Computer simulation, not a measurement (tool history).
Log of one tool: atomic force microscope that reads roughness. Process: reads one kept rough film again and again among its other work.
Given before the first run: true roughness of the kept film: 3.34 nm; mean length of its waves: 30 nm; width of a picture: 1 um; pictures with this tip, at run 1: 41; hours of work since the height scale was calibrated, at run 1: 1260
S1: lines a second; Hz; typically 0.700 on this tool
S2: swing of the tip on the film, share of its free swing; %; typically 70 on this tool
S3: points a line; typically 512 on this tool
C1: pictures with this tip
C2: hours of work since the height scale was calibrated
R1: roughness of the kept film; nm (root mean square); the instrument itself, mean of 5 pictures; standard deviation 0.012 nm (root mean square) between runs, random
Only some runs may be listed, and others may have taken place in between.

run	day	S1	S2	S3	C1	C2	R1
1	0.000	0.700	70	512	41	1260	2.640
2	1.808	0.506	70	512	104	1292	2.339
3	2.962	0.700	59	512	145	1312	2.128
4	4.071	0.700	70	441	184	1331	1.973
# day 4.321: new tip fitted
5	5.592	0.700	70	441	44	1357	2.546
6	7.433	0.700	70	441	109	1389	2.206
7	8.704	0.700	70	512	154	1411	2.049
# day 9.888: new tip fitted
8	10.925	0.700	70	512	36	1449	2.624
9	11.942	0.700	70	512	72	1467	2.390
10	13.296	0.700	70	512	120	1490	2.185
11	14.317	0.700	70	512	155	1508	2.021
# day 15.371: new tip fitted
# day 15.604: height scale calibrated on a step standard
12	16.625	0.700	70	512	42	18	2.598
13	17.575	0.700	70	512	76	34	2.365
14	19.667	0.700	70	512	149	71	2.023
15	20.767	0.700	70	512	188	90	1.883
# day 20.929: new tip fitted
16	22.204	0.700	70	512	45	114	2.580
17	24.112	0.700	70	512	112	147	2.250
# day 26.388: new tip fitted
18	26.388	0.700	70	512	0	186	2.849
19	27.450	0.700	70	661	38	205	2.578
20	29.071	2.245	70	512	94	233	2.209
21	30.596	2.245	70	512	148	259	1.952
# day 31.896: new tip fitted
22	32.850	2.245	70	512	34	298	2.542
23	34.158	3.921	70	512	80	321	2.201
24	35.692	0.700	70	512	134	348	2.106
25	37.146	0.700	70	512	185	373	1.920
# day 37.438: new tip fitted
26	38.283	0.700	70	959	30	392	2.639
27	40.146	0.700	70	959	95	424	2.298
28	41.967	0.646	70	281	159	456	2.018
# day 42.992: new tip fitted
29	43.750	1.051	70	298	26	487	2.646
30	45.754	0.506	70	512	97	521	2.329
31	46.754	0.506	70	512	132	539	2.169
32	47.692	0.700	62	512	165	555	2.019
# day 48.450: new tip fitted
33	48.721	0.526	62	259	9	573	2.776
34	50.112	0.526	75	282	58	597	2.476
35	51.412	0.526	86	493	104	619	2.231
36	53.600	0.526	86	493	181	657	1.960
# day 54.054: new tip fitted
37	55.821	0.700	76	512	62	695	2.463
38	57.250	0.700	76	512	113	720	2.204
39	58.750	0.700	76	512	165	746	2.007
# day 59.538: new tip fitted
40	60.971	0.700	76	512	51	785	2.493
41	62.629	3.739	83	512	109	813	1.993
42	64.554	0.510	70	320	177	847	1.957
# day 65.029: new tip fitted
43	66.383	3.519	70	693	48	878	2.443
44	68.238	1.169	86	512	113	910	2.116
45	70.108	1.169	86	512	179	943	1.890
# day 70.529: new tip fitted
46	71.771	1.478	70	872	44	971	2.527
47	73.317	0.847	69	334	98	998	2.313
48	75.354	0.638	70	642	170	1033	2.008
# day 75.967: new tip fitted
49	76.483	0.638	70	642	18	1053	2.773
50	78.004	0.638	70	642	71	1079	2.447
51	79.379	0.638	79	642	120	1103	2.187
52	80.638	0.643	70	326	164	1125	2.011

Here are 3 independent what-if runs from the current tool condition. What would each one return?
# day 81.400: new tip fitted
A	82.538	3.132	83	326	40	1157	?
# day 81.400: new tip fitted
B	82.538	2.839	70	806	40	1157	?
# day 81.400: new tip fitted
C	82.538	1.031	79	518	40	1157	?

run	R1
A	2.368
B	2.549
C	2.601
Without the tool's unlogged condition, the same runs would have read:
run	R1
A	2.569
B	2.764
C	2.822

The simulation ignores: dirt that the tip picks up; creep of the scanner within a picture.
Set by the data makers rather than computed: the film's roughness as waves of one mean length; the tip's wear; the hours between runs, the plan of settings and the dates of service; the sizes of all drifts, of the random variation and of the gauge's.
